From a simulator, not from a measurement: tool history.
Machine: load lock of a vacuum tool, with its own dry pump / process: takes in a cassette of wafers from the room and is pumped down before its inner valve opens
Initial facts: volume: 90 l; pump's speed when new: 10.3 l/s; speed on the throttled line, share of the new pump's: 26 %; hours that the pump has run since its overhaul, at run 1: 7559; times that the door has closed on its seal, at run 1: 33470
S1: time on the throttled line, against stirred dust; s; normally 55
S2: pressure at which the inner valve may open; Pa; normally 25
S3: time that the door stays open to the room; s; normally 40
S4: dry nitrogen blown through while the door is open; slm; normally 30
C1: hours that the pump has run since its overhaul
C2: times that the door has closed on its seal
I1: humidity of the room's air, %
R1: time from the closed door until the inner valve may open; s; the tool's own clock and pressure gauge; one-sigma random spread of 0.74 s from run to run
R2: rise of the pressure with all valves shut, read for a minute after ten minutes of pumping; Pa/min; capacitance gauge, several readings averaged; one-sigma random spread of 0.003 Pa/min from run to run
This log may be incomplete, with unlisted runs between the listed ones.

Run 1, hour 0.0: usual settings; C1 7559; C2 33470; I1 46.5. Result: R1 115.4 s, R2 0.232 Pa/min.
Run 2, hour 314.3: usual settings but S1 59 s; C1 7873; C2 34944; I1 42.6. Result: R1 118.1 s, R2 0.246 Pa/min.
At hour 415.8: door's seal changed, seat wiped.
Run 3, hour 550.9: usual settings but S1 59 s; C1 8108; C2 633; I1 44.9. Result: R1 118.0 s, R2 0.017 Pa/min.
Run 4, hour 817.5: usual settings but S1 59 s; C1 8375; C2 1884; I1 44.5. Result: R1 117.9 s, R2 0.024 Pa/min.
Run 5, hour 1131.2: usual settings but S1 59 s; C1 8689; C2 3356; I1 40.6. Result: R1 119.6 s, R2 0.027 Pa/min.
Run 6, hour 1302.0: usual settings but S1 63 s; C1 8860; C2 4158; I1 45.3. Result: R1 119.8 s, R2 0.026 Pa/min.
Run 7, hour 1605.8: usual settings but S1 63 s; C1 9163; C2 5583; I1 50.1. Result: R1 121.5 s, R2 0.032 Pa/min.
Run 8, hour 1895.6: usual settings but S1 63 s; C1 9453; C2 6942; I1 42.8. Result: R1 122.9 s, R2 0.041 Pa/min.
Run 9, hour 2040.1: usual settings but S1 63 s; C1 9598; C2 7620; I1 43.7. Result: R1 122.7 s, R2 0.041 Pa/min.
Run 10, hour 2253.5: usual settings but S2 34 Pa; C1 9811; C2 8622; I1 42.6. Result: R1 113.2 s, R2 0.042 Pa/min.
Run 11, hour 2469.3: usual settings but S2 34 Pa, S4 28 slm; C1 10027; C2 9634; I1 44.1. Result: R1 113.8 s, R2 0.053 Pa/min.
Run 12, hour 2731.5: usual settings but S2 46 Pa; C1 10289; C2 10864; I1 43.5. Result: R1 110.8 s, R2 0.057 Pa/min.
Run 13, hour 2962.1: usual settings but S1 103 s, S2 46 Pa; C1 10520; C2 11946; I1 42.5. Result: R1 144.1 s, R2 0.061 Pa/min.
Run 14, hour 3111.9: usual settings but S1 103 s, S2 46 Pa; C1 10669; C2 12649; I1 45.4. Result: R1 144.6 s, R2 0.061 Pa/min.
Run 15, hour 3348.6: usual settings but S1 103 s, S2 47 Pa, S3 71 s; C1 10906; C2 13759; I1 49.0. Result: R1 145.3 s, R2 0.075 Pa/min.
Run 16, hour 3636.7: usual settings but S1 68 s, S2 45 Pa, S3 71 s; C1 11194; C2 15111; I1 46.3. Result: R1 120.1 s, R2 0.087 Pa/min.
Run 17, hour 3812.8: usual settings but S4 7 slm; C1 11370; C2 15937; I1 45.0. Result: R1 117.8 s, R2 0.096 Pa/min.
Run 18, hour 3949.5: usual settings but S1 72 s, S2 18 Pa, S3 235 s, S4 11 slm; C1 11507; C2 16579; I1 46.1. Result: R1 133.1 s, R2 0.135 Pa/min.
Run 19, hour 4167.9: usual settings but S1 99 s, S2 19 Pa, S3 235 s, S4 11 slm; C1 11725; C2 17603; I1 45.1. Result: R1 149.7 s, R2 0.144 Pa/min.
Run 20, hour 4476.5: usual settings but S1 99 s, S2 39 Pa, S3 108 s, S4 11 slm; C1 12034; C2 19051; I1 48.4. Result: R1 144.0 s, R2 0.141 Pa/min.
Run 21, hour 4792.3: usual settings but S2 37 Pa; C1 12350; C2 20533; I1 44.5. Result: R1 114.1 s, R2 0.118 Pa/min.
Run 22, hour 5038.5: usual settings but S2 37 Pa; C1 12596; C2 21688; I1 44.9. Result: R1 113.4 s, R2 0.129 Pa/min.
Run 23, hour 5322.5: usual settings but S1 33 s, S2 19 Pa, S4 9 slm; C1 12880; C2 23020; I1 47.4. Result: R1 104.7 s, R2 0.148 Pa/min.
Run 24, hour 5588.9: usual settings but S1 33 s, S2 19 Pa, S4 9 slm; C1 13146; C2 24270; I1 43.9. Result: R1 103.6 s, R2 0.156 Pa/min.
Run 25, hour 5758.3: usual settings but S2 20 Pa, S3 29 s, S4 4 slm; C1 13316; C2 25065; I1 46.2. Result: R1 120.5 s, R2 0.163 Pa/min.
Run 26, hour 5934.5: usual settings but S1 67 s, S2 39 Pa, S3 37 s, S4 18 slm; C1 13492; C2 25892; I1 41.7. Result: R1 120.6 s, R2 0.170 Pa/min.
Run 27, hour 6066.7: usual settings but S1 67 s, S2 39 Pa, S3 37 s, S4 18 slm; C1 13624; C2 26512; I1 44.8. Result: R1 121.5 s, R2 0.177 Pa/min.
Run 28, hour 6262.6: usual settings but S1 29 s, S2 26 Pa, S3 130 s, S4 5 slm; C1 13820; C2 27431; I1 44.6. Result: R1 98.8 s, R2 0.217 Pa/min.

What would each run have given without the hidden state, its run-to-run variation left as it was?
What the log doesn't record here: pump's speed, % of a new pump's; leak at the door's seal, Pa l/s; drift of the gauge itself on ready_s, %; drift of the gauge itself on rise_pa_min, %.
run     R1     R2
  1  113.0  0.014
  2  115.7  0.015
  3  115.5  0.016
  4  115.3  0.019
  5  116.9  0.017
  6  117.1  0.014
  7  118.6  0.015
  8  119.9  0.019
  9  119.7  0.015
 10  110.2  0.013
 11  110.8  0.019
 12  107.7  0.017
 13  141.8  0.016
 14  142.2  0.014
 15  142.9  0.021
 16  117.0  0.024
 17  114.0  0.027
 18  129.4  0.063
 19  146.5  0.064
 20  141.2  0.051
 21  110.3  0.016
 22  109.5  0.018
 23   99.7  0.026
 24   98.6  0.023
 25  115.8  0.023
 26  116.8  0.023
 27  117.6  0.022
 28   93.6  0.053

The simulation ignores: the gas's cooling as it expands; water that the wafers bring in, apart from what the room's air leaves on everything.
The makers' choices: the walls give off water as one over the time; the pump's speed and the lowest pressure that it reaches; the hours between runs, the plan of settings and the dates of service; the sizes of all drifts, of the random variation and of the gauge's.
